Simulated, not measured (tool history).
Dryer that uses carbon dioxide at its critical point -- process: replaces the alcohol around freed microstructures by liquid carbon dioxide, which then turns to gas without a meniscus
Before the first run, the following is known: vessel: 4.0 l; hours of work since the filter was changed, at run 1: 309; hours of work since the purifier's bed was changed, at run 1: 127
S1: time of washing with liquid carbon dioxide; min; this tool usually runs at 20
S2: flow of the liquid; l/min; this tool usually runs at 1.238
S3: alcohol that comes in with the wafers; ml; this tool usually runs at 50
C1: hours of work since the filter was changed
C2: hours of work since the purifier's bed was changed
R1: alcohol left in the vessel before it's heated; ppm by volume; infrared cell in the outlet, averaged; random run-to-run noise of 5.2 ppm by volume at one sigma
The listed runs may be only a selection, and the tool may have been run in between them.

run	hour	S1	S2	S3	C1	C2	R1
1	0.0	20	1.238	50	309	127	157
2	41.1	20	1.238	50	323	142	162
3	77.7	20	1.238	50	337	155	165
4	100.6	20	1.238	21	345	163	102
# hour 136.8: inlet filter changed
5	150.5	28	1.238	50	5	181	62
6	188.6	28	1.238	50	19	194	56
7	244.7	28	1.238	50	39	214	66
8	284.0	28	1.238	50	53	228	71
9	310.6	28	1.170	50	62	238	83
10	364.0	28	1.170	50	81	257	78
11	411.9	28	1.170	43	98	274	87
12	454.7	28	1.170	43	114	289	81
13	487.6	28	1.170	43	125	301	83
14	512.3	28	1.170	43	134	310	94
15	538.2	20	1.238	118	143	319	326
16	592.3	20	1.238	118	163	339	329
17	620.7	20	1.238	118	173	349	348
18	676.5	20	1.238	50	193	369	198
19	722.6	20	1.238	50	209	385	204
20	768.7	20	1.238	50	226	402	202
21	792.3	20	1.238	50	234	410	209
22	843.2	20	1.238	50	253	428	215
23	875.4	15	1.238	50	264	440	485
24	927.1	15	1.238	50	283	458	474
25	976.1	27	1.260	35	300	476	113
26	1026.0	23	1.160	50	318	494	182
27	1060.4	20	0.970	50	330	506	442
28	1086.8	20	1.238	95	340	515	347
29	1113.5	19	1.330	37	349	525	206
# hour 1138.6: inlet filter changed
30	1158.0	19	1.330	37	7	541	186
31	1214.6	19	1.970	41	27	561	130
32	1247.9	19	1.720	26	39	573	146
33	1277.2	17	1.870	50	50	583	156
34	1323.8	20	1.238	109	66	600	355
35	1368.6	28	0.840	118	82	616	413
36	1395.2	28	0.840	118	92	625	402
37	1443.2	28	0.840	118	109	642	416
38	1493.6	13	1.670	118	127	660	600
39	1537.0	13	1.670	118	142	676	613
40	1574.6	25	1.100	94	156	689	261
41	1626.5	25	0.840	94	174	708	565
42	1649.9	25	0.840	94	183	716	536
43	1693.3	25	0.840	94	198	732	543
44	1743.0	25	0.840	94	216	750	569
45	1781.1	28	1.320	100	230	763	194
46	1834.7	28	1.320	100	249	782	196
47	1872.7	28	1.320	100	262	796	188

Hidden state or all else? Some run-to-run changes of R1, split into what the settings, what came in and random variation would give without the hidden state, and what is left for the hidden state (with any gauge scatter that isn't in both results):
Hidden conditions of the tool in this case: flow that reaches the vessel past the clogged filter, %; alcohol in the recycled carbon dioxide, ppm; drift of the gauge itself on alcohol_ppm, %.
Run 24 -> 25: S1 15 -> 27, S2 1.238 -> 1.260, S3 50 -> 35. R1 -361 ppm by volume: hidden state -64, all else -297.
Run 26 -> 27: S1 23 -> 20, S2 1.160 -> 0.970. R1 +260 ppm by volume: hidden state +56, all else +204.
Run 39 -> 40: S1 13 -> 25, S2 1.670 -> 1.100, S3 118 -> 94. R1 -352 ppm by volume: hidden state -30, all else -322.
Run 44 -> 45: S1 25 -> 28, S2 0.840 -> 1.320, S3 94 -> 100. R1 -375 ppm by volume: hidden state -53, all else -322.

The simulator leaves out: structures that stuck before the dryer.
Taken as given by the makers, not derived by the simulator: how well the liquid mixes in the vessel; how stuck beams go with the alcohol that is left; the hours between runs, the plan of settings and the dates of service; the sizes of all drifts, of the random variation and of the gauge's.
